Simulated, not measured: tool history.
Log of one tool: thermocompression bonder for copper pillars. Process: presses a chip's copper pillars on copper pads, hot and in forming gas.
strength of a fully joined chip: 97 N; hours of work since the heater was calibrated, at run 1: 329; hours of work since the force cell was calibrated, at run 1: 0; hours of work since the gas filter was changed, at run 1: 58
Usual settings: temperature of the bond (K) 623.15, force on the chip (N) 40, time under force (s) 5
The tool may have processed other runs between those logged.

run,hour,temperature of the bond (K),force on the chip (N),time under force (s),hours of work since the heater was calibrated,hours of work since the force cell was calibrated,hours of work since the gas filter was changed,force that shears a chip off (N)
1,0.0,623.15,40,5,329,0,58,58.1
2,41.5,623.15,40,5,355,27,84,57.4
3,86.7,623.15,40,5,384,55,112,57.3
4,165.0,623.15,40,5,433,104,162,55.3
5,213.4,623.15,40,9,464,135,192,64.0
# hour 285.0: forming gas filter changed
6,294.3,623.15,40,9,514,185,6,69.1
7,370.2,623.15,40,9,562,233,54,68.9
8,445.6,623.15,40,9,609,280,101,67.2
9,499.4,623.15,40,9,643,314,135,65.9
10,538.8,623.15,40,5,668,339,160,56.2
11,615.6,623.15,45,5,716,387,208,58.8
# hour 665.1: forming gas filter changed
12,684.1,622.15,45,5,759,430,12,64.8
13,739.8,607.15,40,5,794,465,47,53.4
# hour 747.6: force cell calibrated
14,826.5,607.15,40,4,848,50,101,47.7
15,903.5,628.15,28,11,896,98,149,58.0
16,946.7,628.15,28,11,923,125,176,57.6
17,987.7,652.15,40,9,949,151,202,73.9
# hour 1045.5: forming gas filter changed
18,1059.7,652.15,40,9,994,196,9,81.3
19,1136.4,612.15,31,6,1042,244,57,48.8
# hour 1193.5: heater calibrated with a thermocouple chip
20,1199.9,612.15,31,6,4,283,96,41.3
# hour 1293.0: force cell calibrated, once more
21,1293.7,595.15,40,4,62,0,154,40.0
22,1344.9,595.15,40,4,94,33,186,39.1
23,1405.1,601.15,40,3,132,71,224,36.3
# hour 1429.0: forming gas filter changed
24,1492.1,601.15,40,3,187,125,40,39.4
25,1570.9,601.15,40,3,236,174,89,39.7
26,1662.0,620.15,34,8,293,232,147,55.3

Branching from run 26: 4 alternative next runs. What would each branch give?
A,1700.0,629.15,40,7,317,256,170,?
B,1700.0,645.15,33,6,317,256,170,?
C,1700.0,620.15,34,6,317,256,170,?
D,1700.0,623.15,43,5,317,256,170,?

run,force that shears a chip off (N)
A,61.9
B,57.1
C,50.9
D,55.8
The same runs, with their run-to-run variation unchanged, on a tool lacking any hidden condition would have given:
run,force that shears a chip off (N)
A,67.3
B,62.2
C,55.3
D,60.7

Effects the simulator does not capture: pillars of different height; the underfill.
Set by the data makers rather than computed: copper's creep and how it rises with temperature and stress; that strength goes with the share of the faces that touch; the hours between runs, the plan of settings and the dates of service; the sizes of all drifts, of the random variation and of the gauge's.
